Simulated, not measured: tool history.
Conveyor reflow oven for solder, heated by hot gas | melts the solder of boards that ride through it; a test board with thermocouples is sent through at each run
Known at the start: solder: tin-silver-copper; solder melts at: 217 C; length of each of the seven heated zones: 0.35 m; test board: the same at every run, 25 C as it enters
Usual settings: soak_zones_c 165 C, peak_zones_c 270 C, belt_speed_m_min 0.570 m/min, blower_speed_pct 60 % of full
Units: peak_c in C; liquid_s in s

run 1 hour=0.0 | soak_zones_c=165 peak_zones_c=270 belt_speed_m_min=0.570 blower_speed_pct=60 | peak_c=249.1 liquid_s=50.2
run 2 hour=52.6 | soak_zones_c=165 peak_zones_c=270 belt_speed_m_min=0.570 blower_speed_pct=60 | peak_c=248.4 liquid_s=50.0
run 3 hour=84.2 | soak_zones_c=165 peak_zones_c=270 belt_speed_m_min=0.570 blower_speed_pct=60 | peak_c=248.1 liquid_s=48.7
run 4 hour=126.1 | soak_zones_c=165 peak_zones_c=273 belt_speed_m_min=0.570 blower_speed_pct=60 | peak_c=249.1 liquid_s=51.3
run 5 hour=183.9 | soak_zones_c=165 peak_zones_c=270 belt_speed_m_min=0.661 blower_speed_pct=60 | peak_c=240.3 liquid_s=35.4
run 6 hour=216.2 | soak_zones_c=165 peak_zones_c=273 belt_speed_m_min=0.570 blower_speed_pct=60 | peak_c=248.9 liquid_s=49.8
run 7 hour=284.0 | soak_zones_c=158 peak_zones_c=273 belt_speed_m_min=0.570 blower_speed_pct=60 | peak_c=247.5 liquid_s=44.8
run 8 hour=325.6 | soak_zones_c=158 peak_zones_c=273 belt_speed_m_min=0.570 blower_speed_pct=60 | peak_c=246.6 liquid_s=45.2
run 9 hour=391.4 | soak_zones_c=169 peak_zones_c=270 belt_speed_m_min=0.570 blower_speed_pct=60 | peak_c=246.4 liquid_s=48.4
run 10 hour=427.1 | soak_zones_c=169 peak_zones_c=270 belt_speed_m_min=0.570 blower_speed_pct=60 | peak_c=245.9 liquid_s=47.8
-- hour=436.7 flux residue cleaned out of gas plates and filters
-- hour=476.1 thermocouples of zones 6 and 7 changed
run 11 hour=483.8 | soak_zones_c=169 peak_zones_c=270 belt_speed_m_min=0.570 blower_speed_pct=60 | peak_c=250.3 liquid_s=52.9
run 12 hour=517.1 | soak_zones_c=169 peak_zones_c=270 belt_speed_m_min=0.570 blower_speed_pct=60 | peak_c=250.8 liquid_s=53.6
run 13 hour=575.9 | soak_zones_c=165 peak_zones_c=270 belt_speed_m_min=0.570 blower_speed_pct=64 | peak_c=250.8 liquid_s=50.9
run 14 hour=620.4 | soak_zones_c=165 peak_zones_c=270 belt_speed_m_min=0.570 blower_speed_pct=64 | peak_c=250.6 liquid_s=50.2
run 15 hour=679.8 | soak_zones_c=165 peak_zones_c=270 belt_speed_m_min=0.570 blower_speed_pct=64 | peak_c=249.3 liquid_s=50.0
run 16 hour=733.9 | soak_zones_c=173 peak_zones_c=270 belt_speed_m_min=0.464 blower_speed_pct=60 | peak_c=255.5 liquid_s=74.0
run 17 hour=795.3 | soak_zones_c=173 peak_zones_c=270 belt_speed_m_min=0.464 blower_speed_pct=60 | peak_c=255.4 liquid_s=71.9
run 18 hour=831.2 | soak_zones_c=173 peak_zones_c=270 belt_speed_m_min=0.464 blower_speed_pct=60 | peak_c=255.5 liquid_s=73.6
-- hour=887.9 flux residue cleaned out of gas plates and filters
-- hour=907.3 belt drive overhauled, speed set with a stopwatch
run 19 hour=912.4 | soak_zones_c=164 peak_zones_c=270 belt_speed_m_min=0.514 blower_speed_pct=60 | peak_c=251.1 liquid_s=57.8
run 20 hour=984.3 | soak_zones_c=168 peak_zones_c=261 belt_speed_m_min=0.493 blower_speed_pct=72 | peak_c=247.6 liquid_s=58.9
run 21 hour=1041.1 | soak_zones_c=159 peak_zones_c=280 belt_speed_m_min=0.588 blower_speed_pct=60 | peak_c=252.8 liquid_s=48.6
run 22 hour=1098.2 | soak_zones_c=156 peak_zones_c=267 belt_speed_m_min=0.592 blower_speed_pct=53 | peak_c=238.7 liquid_s=34.0
run 23 hour=1156.9 | soak_zones_c=156 peak_zones_c=267 belt_speed_m_min=0.592 blower_speed_pct=53 | peak_c=236.7 liquid_s=33.3
run 24 hour=1220.2 | soak_zones_c=165 peak_zones_c=279 belt_speed_m_min=0.565 blower_speed_pct=60 | peak_c=253.3 liquid_s=52.2
run 25 hour=1265.4 | soak_zones_c=165 peak_zones_c=279 belt_speed_m_min=0.565 blower_speed_pct=62 | peak_c=253.4 liquid_s=51.3
run 26 hour=1312.5 | soak_zones_c=165 peak_zones_c=279 belt_speed_m_min=0.565 blower_speed_pct=62 | peak_c=253.5 liquid_s=51.4
-- hour=1338.8 flux residue cleaned out of gas plates and filters
run 27 hour=1389.6 | soak_zones_c=165 peak_zones_c=270 belt_speed_m_min=0.570 blower_speed_pct=58 | peak_c=247.0 liquid_s=48.2
run 28 hour=1443.0 | soak_zones_c=160 peak_zones_c=273 belt_speed_m_min=0.570 blower_speed_pct=60 | peak_c=248.5 liquid_s=46.2
-- hour=1474.9 thermocouples of zones 6 and 7 changed
run 29 hour=1488.1 | soak_zones_c=165 peak_zones_c=271 belt_speed_m_min=0.570 blower_speed_pct=61 | peak_c=249.6 liquid_s=51.4

5 ways to go on from here, each from the tool as it stands after run 29. What would each give?
run A hour=1536.4 | soak_zones_c=165 peak_zones_c=281 belt_speed_m_min=0.570 blower_speed_pct=61 | peak_c=? liquid_s=?
run B hour=1536.4 | soak_zones_c=162 peak_zones_c=271 belt_speed_m_min=0.570 blower_speed_pct=61 | peak_c=? liquid_s=?
run C hour=1536.4 | soak_zones_c=180 peak_zones_c=261 belt_speed_m_min=0.570 blower_speed_pct=51 | peak_c=? liquid_s=?
run D hour=1536.4 | soak_zones_c=154 peak_zones_c=270 belt_speed_m_min=0.570 blower_speed_pct=60 | peak_c=? liquid_s=?
run E hour=1536.4 | soak_zones_c=165 peak_zones_c=278 belt_speed_m_min=0.570 blower_speed_pct=61 | peak_c=? liquid_s=?

run=A peak_c=258.2 liquid_s=55.5
run=B peak_c=248.4 liquid_s=49.4
run=C peak_c=242.7 liquid_s=46.7
run=D peak_c=246.4 liquid_s=44.0
run=E peak_c=256.2 liquid_s=53.7
Without the tool's hidden state the same runs would have given:
run=A peak_c=259.1 liquid_s=55.4
run=B peak_c=249.3 liquid_s=49.7
run=C peak_c=243.3 liquid_s=46.9
run=D peak_c=247.3 liquid_s=44.4
run=E peak_c=257.1 liquid_s=53.7
